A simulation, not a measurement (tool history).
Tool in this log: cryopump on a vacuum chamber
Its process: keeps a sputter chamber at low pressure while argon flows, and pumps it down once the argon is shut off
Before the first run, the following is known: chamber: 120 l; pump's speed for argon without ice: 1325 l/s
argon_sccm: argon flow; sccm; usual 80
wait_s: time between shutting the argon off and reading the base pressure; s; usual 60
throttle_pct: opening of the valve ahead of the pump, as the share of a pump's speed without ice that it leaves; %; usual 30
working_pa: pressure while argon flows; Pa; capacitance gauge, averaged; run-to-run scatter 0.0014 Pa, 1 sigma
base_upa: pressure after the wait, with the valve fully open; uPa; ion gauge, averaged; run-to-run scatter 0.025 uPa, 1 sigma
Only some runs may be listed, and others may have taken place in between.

| run | hour | argon_sccm | wait_s | throttle_pct | working_pa | base_upa |
|---|---|---|---|---|---|---|
| 1 | 0 | 80 | 60 | 30 | 0.3438 | 2.17 |
| 2 | 90.3 | 80 | 60 | 30 | 0.3454 | 2.26 |
| 3 | 159.8 | 80 | 60 | 30 | 0.3459 | 2.44 |
| 4 | 230.5 | 80 | 60 | 30 | 0.346 | 2.58 |
| 5 | 355.9 | 80 | 60 | 30 | 0.3486 | 2.67 |
| 6 | 486.9 | 80 | 60 | 30 | 0.3515 | 2.77 |
| 7 | 565.6 | 80 | 60 | 30 | 0.3532 | 2.9 |
| 8 | 631.5 | 80 | 28 | 30 | 0.3539 | 4 |
| 9 | 742 | 80 | 60 | 30 | 0.3602 | 3.36 |
| 10 | 830 | 80 | 60 | 30 | 0.3572 | 3.42 |
| 11 | 934.2 | 80 | 60 | 30 | 0.3639 | 3.55 |
| 12 | 991.4 | 80 | 60 | 28 | 0.3873 | 3.65 |
| 13 | 1063.6 | 80 | 60 | 28 | 0.3909 | 3.9 |
|  | 1117.7 | pump warmed up, emptied and cooled again |
|  | 1125.7 | leaking fittings of the chamber tightened, without venting |
| 14 | 1188.9 | 80 | 60 | 28 | 0.3661 | 1 |
| 15 | 1264.2 | 80 | 60 | 30 | 0.3456 | 1.17 |
| 16 | 1371.6 | 80 | 60 | 30 | 0.3484 | 1.2 |
| 17 | 1449.8 | 80 | 60 | 30 | 0.3494 | 1.34 |
| 18 | 1555.4 | 94 | 82 | 49 | 0.2557 | 1.24 |
| 19 | 1679.8 | 131 | 60 | 27 | 0.643 | 1.59 |
| 20 | 1755.9 | 94 | 60 | 25 | 0.4989 | 1.67 |
| 21 | 1862.7 | 44 | 162 | 28 | 0.2105 | 1.33 |
| 22 | 1985.3 | 66 | 60 | 30 | 0.2948 | 1.98 |
| 23 | 2090.9 | 46 | 43 | 30 | 0.2095 | 2.4 |
| 24 | 2179.2 | 57 | 219 | 35 | 0.2254 | 1.83 |
|  | 2239.3 | pump warmed up, emptied and cooled again |
| 25 | 2268.2 | 57 | 219 | 35 | 0.2101 | 1.57 |
| 26 | 2365.3 | 57 | 219 | 35 | 0.2112 | 1.68 |
| 27 | 2477.2 | 57 | 219 | 35 | 0.2116 | 1.88 |
| 28 | 2551.5 | 57 | 219 | 35 | 0.2138 | 2.02 |
| 29 | 2609 | 57 | 219 | 35 | 0.2135 | 2.14 |
| 30 | 2719.9 | 80 | 50 | 24 | 0.4368 | 2.85 |
| 31 | 2783.4 | 78 | 72 | 58 | 0.1845 | 2.72 |
| 32 | 2900.5 | 150 | 224 | 35 | 0.5729 | 2.51 |
| 33 | 3018 | 58 | 23 | 39 | 0.2033 | 4.43 |
| 34 | 3126 | 109 | 20 | 18 | 0.7995 | 4.86 |

Measured minus without-hidden-state, run by run (identical run-to-run variation in each term; gauge scatter may differ):
The hidden state here: pump's speed, % of a pump's without ice; cold plate's temperature, K; leak into the chamber, uPa l/s; drift of the gauge itself on working_pa, %; drift of the gauge itself on base_upa, %.
| run | working_pa | base_upa |
|---|---|---|
| 1 | +0.0027 | +1.22 |
| 2 | +0.0043 | +1.33 |
| 3 | +0.0057 | +1.51 |
| 4 | +0.0071 | +1.59 |
| 5 | +0.0093 | +1.72 |
| 6 | +0.0119 | +1.86 |
| 7 | +0.0136 | +2 |
| 8 | +0.0149 | +2.2 |
| 9 | +0.0174 | +2.38 |
| 10 | +0.0193 | +2.49 |
| 11 | +0.0221 | +2.63 |
| 12 | +0.0233 | +2.74 |
| 13 | +0.0253 | +2.91 |
| 14 | +0.0037 | +0.07 |
| 15 | +0.0051 | +0.17 |
| 16 | +0.007 | +0.27 |
| 17 | +0.0086 | +0.38 |
| 18 | +0.0126 | +0.5 |
| 19 | +0.0218 | +0.66 |
| 20 | +0.0175 | +0.75 |
| 21 | +0.0094 | +0.88 |
| 22 | +0.0163 | +1.07 |
| 23 | +0.0129 | +1.21 |
| 24 | +0.0175 | +1.4 |
| 25 | +0.0022 | +1.16 |
| 26 | +0.0034 | +1.29 |
| 27 | +0.0048 | +1.45 |
| 28 | +0.0059 | +1.59 |
| 29 | +0.0067 | +1.7 |
| 30 | +0.0119 | +1.76 |
| 31 | +0.013 | +1.91 |
| 32 | +0.0298 | +2.07 |
| 33 | +0.0136 | +2.28 |
| 34 | +0.0288 | +2.46 |

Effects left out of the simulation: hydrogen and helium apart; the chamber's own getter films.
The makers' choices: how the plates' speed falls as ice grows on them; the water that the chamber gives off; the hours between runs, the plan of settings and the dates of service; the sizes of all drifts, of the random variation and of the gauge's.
